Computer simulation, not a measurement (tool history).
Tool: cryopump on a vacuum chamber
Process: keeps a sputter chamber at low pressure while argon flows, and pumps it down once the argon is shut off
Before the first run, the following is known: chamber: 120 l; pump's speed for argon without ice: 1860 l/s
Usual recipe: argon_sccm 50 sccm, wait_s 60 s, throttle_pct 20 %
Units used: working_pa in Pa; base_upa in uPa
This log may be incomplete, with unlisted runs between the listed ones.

run	hour	argon_sccm	wait_s	throttle_pct	working_pa	base_upa
1	0	50	60	20	0.2311	1.12
2	17	50	60	20	0.2293	1.08
3	31.6	50	60	20	0.2304	1.1
4	45.7	50	60	20	0.231	1.17
5	61.2	50	60	20	0.2308	1.14
6	79.2	50	60	20	0.2324	1.14
7	92.6	50	60	20	0.2317	1.13
8	105.2	50	60	20	0.2326	1.13
9	129	50	60	54	0.0887	1.21
10	148.4	50	60	54	0.0901	1.1
11	160.5	50	60	54	0.0911	1.14
12	184.1	50	39	20	0.2322	1.53
13	198.2	50	39	20	0.2348	1.55
14	212	50	196	20	0.234	0.74
15	226.5	50	196	20	0.2338	0.72
16	239.1	74	235	27	0.2603	0.72
17	261.2	74	235	27	0.2595	0.76
18	282.8	74	235	29	0.2444	0.75
19	294.9	79	60	33	0.2294	1.21
20	310.7	50	27	20	0.236	2.03
21	332.9	28	27	21	0.1264	2.02
22	352	97	31	20	0.461	1.85
23	376.2	97	31	20	0.4618	1.84
24	393.6	32	113	42	0.0755	0.95
25	419.6	35	185	42	0.0839	0.85
26	435.1	58	149	31	0.1833	0.9

Predict each of these 4 candidate next runs independently; none follows another, all start after run 26:
A	460	47	235	17	?	?
B	460	70	60	20	?	?
C	460	58	177	31	?	?
D	460	58	37	31	?	?

run	working_pa	base_upa
A	0.2604	0.87
B	0.3369	1.26
C	0.1828	0.88
D	0.183	1.72
Stripped of hidden state, with their random variation kept, the same runs would have yielded:
run	working_pa	base_upa
A	0.2498	0.36
B	0.3209	0.76
C	0.1696	0.38
D	0.1698	1.21
